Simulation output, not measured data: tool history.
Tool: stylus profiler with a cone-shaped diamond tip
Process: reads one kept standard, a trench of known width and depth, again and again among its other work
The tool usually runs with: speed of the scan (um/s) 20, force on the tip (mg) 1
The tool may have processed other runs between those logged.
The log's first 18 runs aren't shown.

run,hour,speed of the scan (um/s),force on the tip (mg),depth of the trench (Å),width of the trench's floor (um)
19,715.6,20,1,2006.6,98.12
20,769.4,20,1,2007.1,98.12
21,809.1,20,1,2007.2,98.11
22,854.8,20,1,2006.8,98.12
23,905.5,6,0.58,2005.3,98.19
24,928.4,6,0.61,2004.3,98.21
25,957.2,65,1.76,2010.3,97.9
26,979.9,17,0.51,2004.7,98.1
27,1008.3,17,0.51,2003.9,98.01
28,1057.7,26,1.32,2009.4,98.12
29,1091,7,0.63,2002.7,98.17
30,1144.7,34,1.02,2006.6,98.04
31,1188.3,34,1.02,2006.2,98.01
32,1212.7,5,0.8,2005.2,98.18
33,1239.6,5,0.8,2006,98.21
34,1292,5,0.8,2006.4,98.22
35,1333.9,72,1.58,2010,97.82
36,1365.7,72,1.58,2010,97.85
# hour 1376.9: height scale calibrated on a step standard
37,1408.9,13,2.46,2013.4,98.25
38,1438.5,13,2.46,2012.2,98.18
39,1466.2,41,1.17,2007.1,97.99
40,1506.7,73,1.75,2009.4,97.87
41,1548.9,73,1.75,2010,97.87

What if the next run were any one of these 5? Each begins from the tool's condition after run 41:
A,1588.3,22,1,?,?
B,1588.3,15,0.53,?,?
C,1588.3,20,0.55,?,?
D,1588.3,14,0.89,?,?
E,1588.3,73,2.01,?,?

run,depth of the trench (Å),width of the trench's floor (um)
A,2006.9,98.07
B,2004.4,98.13
C,2005.3,98.06
D,2004.5,98.14
E,2008.4,97.87
The same runs, with their run-to-run variation unchanged, on a tool lacking any hidden condition would have given:
run,depth of the trench (Å),width of the trench's floor (um)
A,2006.9,98.08
B,2004.5,98.14
C,2005.3,98.08
D,2004.5,98.16
E,2008.5,97.88
